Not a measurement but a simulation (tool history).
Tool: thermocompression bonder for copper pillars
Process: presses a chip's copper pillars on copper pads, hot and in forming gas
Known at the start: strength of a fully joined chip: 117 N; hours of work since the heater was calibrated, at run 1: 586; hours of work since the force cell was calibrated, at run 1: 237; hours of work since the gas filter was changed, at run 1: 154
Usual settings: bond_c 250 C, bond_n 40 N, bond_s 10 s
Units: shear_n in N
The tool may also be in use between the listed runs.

| run | day | bond_c | bond_n | bond_s | hours of work since the heater was calibrated | hours of work since the force cell was calibrated | hours of work since the gas filter was changed | shear_n |
|---|---|---|---|---|---|---|---|---|
| 1 | 0.000 | 250 | 40 | 10 | 586 | 237 | 154 | 63.3 |
| 2 | 0.250 | 250 | 40 | 10 | 590 | 242 | 158 | 64.2 |
| 3 | 0.417 | 250 | 34 | 10 | 593 | 244 | 161 | 56.6 |
| 4 | 0.675 | 250 | 34 | 10 | 598 | 249 | 165 | 57.5 |
| 5 | 0.921 | 222 | 34 | 10 | 602 | 253 | 169 | 39.3 |
| 6 | 1.200 | 250 | 40 | 17 | 607 | 258 | 174 | 74.1 |
| 7 | 1.492 | 250 | 40 | 17 | 612 | 263 | 179 | 72.9 |
| 8 | 1.904 | 250 | 40 | 17 | 619 | 270 | 186 | 74.4 |
| 9 | 2.196 | 250 | 40 | 17 | 624 | 275 | 191 | 73.9 |
| 10 | 2.504 | 250 | 40 | 17 | 629 | 280 | 197 | 73.5 |
| 11 | 2.712 | 250 | 40 | 15 | 633 | 284 | 200 | 71.3 |
| 12 | 3.096 | 250 | 40 | 15 | 639 | 290 | 207 | 70.8 |
| 13 | 3.329 | 250 | 40 | 15 | 643 | 294 | 211 | 70.6 |
| 14 | 3.662 | 250 | 40 | 15 | 649 | 300 | 216 | 69.9 |
| 15 | 3.846 | 250 | 40 | 15 | 652 | 303 | 220 | 70.7 |
| 16 | 4.188 | 250 | 40 | 15 | 658 | 309 | 225 | 70.5 |
| 17 | 4.558 | 250 | 40 | 15 | 664 | 315 | 232 | 70.2 |
| 18 | 4.904 | 250 | 59 | 15 | 670 | 321 | 238 | 85.9 |
| 19 | 5.154 | 250 | 59 | 15 | 674 | 326 | 242 | 84.8 |
| 20 | 5.483 | 250 | 59 | 15 | 680 | 331 | 248 | 85.4 |
| 21 | 5.683 | 273 | 43 | 15 | 684 | 335 | 251 | 87.2 |
| 22 | 6.062 | 280 | 48 | 25 | 690 | 341 | 258 | 101.5 |
| 23 | 6.392 | 229 | 48 | 6 | 696 | 347 | 263 | 44.3 |
| 24 | 6.625 | 258 | 40 | 7 | 700 | 351 | 267 | 58.4 |
| 25 | 6.958 | 223 | 34 | 23 | 705 | 357 | 273 | 51.5 |
| 26 | 7.138 | 250 | 29 | 12 | 708 | 360 | 276 | 52.8 |
| 27 | 7.425 | 250 | 33 | 22 | 713 | 365 | 281 | 67.6 |
| 28 | 7.675 | 250 | 33 | 22 | 718 | 369 | 285 | 69.1 |
| 29 | 7.971 | 250 | 45 | 22 | 723 | 374 | 290 | 80.0 |
| 30 | 8.300 | 250 | 53 | 10 | 728 | 380 | 296 | 71.7 |
| 31 | 8.688 | 250 | 51 | 10 | 735 | 386 | 303 | 70.5 |
| 32 | 8.975 | 250 | 53 | 10 | 740 | 391 | 308 | 71.0 |
| 33 | 9.358 | 250 | 28 | 10 | 747 | 398 | 314 | 47.3 |
| 34 | 9.779 | 250 | 28 | 10 | 754 | 405 | 321 | 47.4 |
| 35 | 10.017 | 250 | 28 | 10 | 758 | 409 | 325 | 47.0 |
| 36 | 10.346 | 262 | 33 | 13 | 764 | 415 | 331 | 66.1 |
| 37 | 10.529 | 223 | 54 | 10 | 767 | 418 | 334 | 51.4 |
| 38 | 10.746 | 223 | 54 | 10 | 770 | 422 | 338 | 52.3 |
| 39 | 11.008 | 238 | 40 | 10 | 775 | 426 | 342 | 51.5 |
| 40 | 11.312 | 238 | 40 | 10 | 780 | 431 | 348 | 50.9 |

Forecast each of these 3 alternatives for the next run:
|  | 11.533 | heater calibrated with a thermocouple chip |
| A | 11.579 | 238 | 40 | 10 | 1 | 434 | 351 | ? |
|  | 11.533 | heater calibrated with a thermocouple chip |
| B | 11.579 | 244 | 40 | 10 | 1 | 434 | 351 | ? |
|  | 11.533 | heater calibrated with a thermocouple chip |
| C | 11.579 | 258 | 40 | 15 | 1 | 434 | 351 | ? |

| run | shear_n |
|---|---|
| A | 59.8 |
| B | 64.5 |
| C | 81.9 |
Without the tool's hidden state the same runs would have given:
| run | shear_n |
|---|---|
| A | 62.9 |
| B | 67.9 |
| C | 87.0 |

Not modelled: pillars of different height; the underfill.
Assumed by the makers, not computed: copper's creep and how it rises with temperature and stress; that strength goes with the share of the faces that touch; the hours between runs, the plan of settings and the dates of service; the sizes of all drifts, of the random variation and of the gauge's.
